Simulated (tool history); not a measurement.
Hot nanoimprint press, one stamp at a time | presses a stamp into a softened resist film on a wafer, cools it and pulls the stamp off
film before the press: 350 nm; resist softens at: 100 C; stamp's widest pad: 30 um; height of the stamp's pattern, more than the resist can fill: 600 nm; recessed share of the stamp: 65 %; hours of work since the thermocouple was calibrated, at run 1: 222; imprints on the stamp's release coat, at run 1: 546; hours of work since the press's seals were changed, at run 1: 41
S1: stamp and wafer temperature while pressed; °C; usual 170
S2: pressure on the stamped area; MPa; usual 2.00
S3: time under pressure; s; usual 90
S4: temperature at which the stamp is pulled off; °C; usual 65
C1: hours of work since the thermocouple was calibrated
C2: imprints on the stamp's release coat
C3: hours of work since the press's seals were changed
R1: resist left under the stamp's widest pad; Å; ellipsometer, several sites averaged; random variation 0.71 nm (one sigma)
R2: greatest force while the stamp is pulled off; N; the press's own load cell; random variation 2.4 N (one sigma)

run 1 hour=0.0 | S1=170 S2=2.00 S3=90 S4=65 | C1=222 C2=546 C3=41 | R1=1899 R2=193
run 2 hour=8.0 | S1=170 S2=2.00 S3=90 S4=65 | C1=227 C2=570 C3=47 | R1=1887 R2=189
run 3 hour=12.4 | S1=170 S2=2.00 S3=90 S4=65 | C1=230 C2=582 C3=49 | R1=1910 R2=195
run 4 hour=17.4 | S1=170 S2=2.00 S3=90 S4=65 | C1=233 C2=597 C3=53 | R1=1904 R2=193
run 5 hour=21.9 | S1=170 S2=2.00 S3=90 S4=65 | C1=236 C2=610 C3=56 | R1=1897 R2=190
run 6 hour=28.1 | S1=170 S2=2.00 S3=68 S4=65 | C1=240 C2=628 C3=60 | R1=2067 R2=194
run 7 hour=36.6 | S1=170 S2=2.00 S3=68 S4=65 | C1=246 C2=653 C3=65 | R1=2086 R2=192
run 8 hour=42.7 | S1=170 S2=2.00 S3=68 S4=65 | C1=250 C2=671 C3=69 | R1=2082 R2=194
run 9 hour=46.9 | S1=170 S2=2.00 S3=68 S4=65 | C1=253 C2=683 C3=72 | R1=2085 R2=195
run 10 hour=52.8 | S1=170 S2=2.00 S3=68 S4=65 | C1=256 C2=700 C3=76 | R1=2081 R2=194
run 11 hour=60.9 | S1=166 S2=2.00 S3=90 S4=65 | C1=262 C2=723 C3=81 | R1=2173 R2=194
run 12 hour=70.0 | S1=166 S2=2.00 S3=90 S4=65 | C1=268 C2=750 C3=87 | R1=2184 R2=195
run 13 hour=79.3 | S1=170 S2=2.00 S3=52 S4=65 | C1=274 C2=777 C3=93 | R1=2256 R2=193
run 14 hour=88.4 | S1=170 S2=2.00 S3=90 S4=65 | C1=280 C2=803 C3=99 | R1=1888 R2=194
run 15 hour=92.3 | S1=170 S2=2.00 S3=90 S4=65 | C1=282 C2=815 C3=102 | R1=1897 R2=198
run 16 hour=100.1 | S1=177 S2=2.00 S3=68 S4=68 | C1=287 C2=837 C3=107 | R1=1629 R2=188
run 17 hour=109.4 | S1=177 S2=2.00 S3=68 S4=68 | C1=293 C2=864 C3=113 | R1=1634 R2=184
-- hour=113.2 plate thermocouple calibrated
run 18 hour=121.4 | S1=160 S2=3.03 S3=68 S4=68 | C1=5 C2=891 C3=119 | R1=2464 R2=185
run 19 hour=128.6 | S1=176 S2=1.38 S3=163 S4=65 | C1=10 C2=912 C3=123 | R1=1417 R2=194
run 20 hour=137.0 | S1=176 S2=1.38 S3=101 S4=51 | C1=16 C2=936 C3=129 | R1=1697 R2=239
run 21 hour=142.3 | S1=176 S2=1.38 S3=101 S4=51 | C1=19 C2=952 C3=132 | R1=1686 R2=244
-- hour=150.6 plate thermocouple calibrated, once more
run 22 hour=152.2 | S1=176 S2=1.38 S3=101 S4=51 | C1=1 C2=971 C3=137 | R1=1771 R2=240
run 23 hour=157.1 | S1=164 S2=1.88 S3=152 S4=55 | C1=4 C2=986 C3=140 | R1=2088 R2=234
run 24 hour=161.1 | S1=170 S2=2.00 S3=90 S4=58 | C1=7 C2=997 C3=143 | R1=1958 R2=216
run 25 hour=167.3 | S1=179 S2=2.00 S3=147 S4=65 | C1=11 C2=1015 C3=147 | R1=1143 R2=203
run 26 hour=171.4 | S1=169 S2=1.51 S3=123 S4=65 | C1=14 C2=1027 C3=149 | R1=2027 R2=197
run 27 hour=175.9 | S1=169 S2=1.51 S3=123 S4=65 | C1=17 C2=1041 C3=152 | R1=2028 R2=201
run 28 hour=180.4 | S1=170 S2=2.00 S3=131 S4=65 | C1=19 C2=1054 C3=155 | R1=1716 R2=201
run 29 hour=188.3 | S1=170 S2=2.00 S3=50 S4=65 | C1=25 C2=1076 C3=161 | R1=2327 R2=198
run 30 hour=197.1 | S1=170 S2=2.00 S3=50 S4=65 | C1=30 C2=1102 C3=166 | R1=2314 R2=200

Forecast each of these 3 alternatives for the next run:
run A hour=205.7 | S1=182 S2=2.49 S3=90 S4=64 | C1=36 C2=1127 C3=172 | R1=? R2=?
run B hour=205.7 | S1=180 S2=2.86 S3=90 S4=63 | C1=36 C2=1127 C3=172 | R1=? R2=?
run C hour=205.7 | S1=170 S2=2.00 S3=50 S4=66 | C1=36 C2=1127 C3=172 | R1=? R2=?

run=A R1=1120 R2=205
run=B R1=1135 R2=205
run=C R1=2326 R2=199
Without the tool's hidden state the same runs would have given:
run=A R1=1125 R2=190
run=B R1=1139 R2=191
run=C R1=2337 R2=185

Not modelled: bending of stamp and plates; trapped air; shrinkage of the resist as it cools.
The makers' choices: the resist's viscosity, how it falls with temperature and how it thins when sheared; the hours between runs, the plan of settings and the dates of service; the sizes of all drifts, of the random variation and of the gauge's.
